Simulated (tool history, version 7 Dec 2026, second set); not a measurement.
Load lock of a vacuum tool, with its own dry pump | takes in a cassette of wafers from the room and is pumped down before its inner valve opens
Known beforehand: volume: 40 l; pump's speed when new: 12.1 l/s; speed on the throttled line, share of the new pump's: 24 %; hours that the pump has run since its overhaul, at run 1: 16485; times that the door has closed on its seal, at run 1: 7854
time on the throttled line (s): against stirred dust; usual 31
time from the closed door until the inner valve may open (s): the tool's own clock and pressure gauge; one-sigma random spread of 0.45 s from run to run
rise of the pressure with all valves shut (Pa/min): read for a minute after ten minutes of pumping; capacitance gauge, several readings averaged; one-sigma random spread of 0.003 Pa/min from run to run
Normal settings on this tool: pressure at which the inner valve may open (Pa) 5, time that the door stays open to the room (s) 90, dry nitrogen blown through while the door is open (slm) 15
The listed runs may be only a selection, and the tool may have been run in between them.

run,hour,time on the throttled line (s),pressure at which the inner valve may open (Pa),time that the door stays open to the room (s),dry nitrogen blown through while the door is open (slm),hours that the pump has run since its overhaul,times that the door has closed on its seal,"incoming humidity of the room's air, %",time from the closed door until the inner valve may open (s),rise of the pressure with all valves shut (Pa/min)
1,0,31,5,90,15,16485,7854,46.3,56.7,0.055
2,656.3,31,5,90,15,17141,8617,46.1,56.7,0.058
3,1007.2,31,5,57,15,17492,9025,46.3,57.1,0.046
4,1455.9,31,5,57,15,17941,9546,49.1,57.1,0.052
5,2039,31,5,57,15,18524,10224,45.5,56.5,0.043
6,2649.4,31,5,57,15,19134,10933,41.9,56.8,0.036
7,3118.2,31,5,57,15,19603,11478,45.9,56.8,0.044
8,3750.5,31,5,57,15,20235,12213,42.2,56.8,0.042
9,4380.3,31,5,164,15,20865,12945,41.9,56.6,0.06
# hour 4483.9: dry pump taken out, an overhauled one fitted
10,4814.2,31,5,164,15,330,13442,46.1,56.6,0.069
11,5161.7,31,5,164,15,678,13846,45.9,56.7,0.068
12,5433.3,31,5,28,15,949,14162,49.1,57.9,0.034
13,5722.7,31,5,28,15,1239,14498,43.9,56.3,0.032
14,6008.5,31,4,90,15,1525,14830,41.6,57.3,0.049
15,6437.2,31,8,90,15,1953,15328,42.1,55.1,0.046
16,7030.4,27,7,90,19,2547,16018,42.6,52.8,0.043
17,7685.5,20,9,93,16,3202,16779,48.5,46.7,0.054
18,8134.2,18,8,48,15,3650,17300,42.9,44.9,0.042
19,8539.1,18,8,48,15,4055,17771,44.3,45.3,0.04
20,9114.1,17,7,213,15,4630,18439,47.9,44.7,0.079
21,9387.7,17,6,213,15,4904,18757,43.6,45.9,0.073
22,9921.1,31,4,59,15,5437,19377,44.9,57.8,0.05
23,10354.1,19,8,64,6,5870,19880,44.8,46.8,0.062
24,10815.8,19,8,64,6,6332,20417,43.1,46.2,0.069
25,11101.8,35,6,64,42,6618,20749,43.4,59.1,0.026
26,11418.9,31,7,90,29,6935,21118,45.7,55.6,0.04
27,11859.9,31,7,90,29,7376,21630,46.2,55.5,0.046

What differs in the tool's unlogged condition from the final listed run ahead of each entry between runs to the first listed run following it?
Runs 9 to 10: dry pump taken out, an overhauled one fitted (hour 4483.9)
  pump's speed, % of a new pump's: 99.9 -> 100
